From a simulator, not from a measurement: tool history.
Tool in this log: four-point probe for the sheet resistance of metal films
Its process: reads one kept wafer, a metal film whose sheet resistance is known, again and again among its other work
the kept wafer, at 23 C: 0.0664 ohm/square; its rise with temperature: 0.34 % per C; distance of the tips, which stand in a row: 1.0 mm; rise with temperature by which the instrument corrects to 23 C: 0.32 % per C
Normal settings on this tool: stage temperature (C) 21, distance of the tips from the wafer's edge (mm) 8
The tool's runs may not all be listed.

run	hour	stage temperature (C)	distance of the tips from the wafer's edge (mm)	sheet resistance as the instrument gives it (ohm/square)
1	0.0	21	8	0.066636
2	23.2	21	8	0.066614
3	42.7	21	8	0.066610
4	58.5	21	8	0.066602
5	77.1	21	8	0.066613
6	107.6	21	8	0.066599
7	132.4	33	8	0.066757
8	149.3	33	8	0.066744
9	178.8	24	8	0.066625
10	199.8	24	8	0.066618
11	231.4	24	8	0.066608
12	252.8	24	8	0.066609
13	274.7	21	37	0.066032
14	303.3	21	37	0.065998
15	330.3	25	8	0.066587
16	349.4	25	8	0.066576
17	372.8	25	8	0.066585
18	390.4	25	8	0.066578
19	422.2	28	8	0.066580
20	437.5	21	8	0.066471
21	468.6	21	11	0.066206
22	500.4	21	8	0.066444
23	520.2	24	68	0.065964
# hour 539.5: new probe head fitted
24	539.5	24	68	0.066705
25	561.5	24	68	0.066685
26	581.1	20	12	0.066880
27	600.4	28	73	0.066709
28	613.8	28	73	0.066747
29	638.2	28	73	0.066717
30	652.9	19	25	0.066625
31	671.3	31	8	0.067278
32	697.9	31	7	0.067468
33	722.9	31	7	0.067461
34	741.6	21	6	0.067554
35	772.6	19	12	0.066780
36	802.0	19	12	0.066758
37	831.8	30	6	0.067672
38	855.4	34	21	0.066818
39	881.3	18	4	0.068629
40	901.8	19	12	0.066735
41	919.7	32	25	0.066738
42	945.3	32	25	0.066719
43	969.3	19	73	0.066480
44	994.3	33	11	0.066960

Forecast each of these 3 alternatives for the next run:
A	1009.8	21	4	?
B	1009.8	32	12	?
C	1009.8	33	7	?

run	sheet resistance as the instrument gives it (ohm/square)
A	0.068623
B	0.066892
C	0.067387
Without the tool's unlogged condition, the same runs would have read:
run	sheet resistance as the instrument gives it (ohm/square)
A	0.068509
B	0.066783
C	0.067278
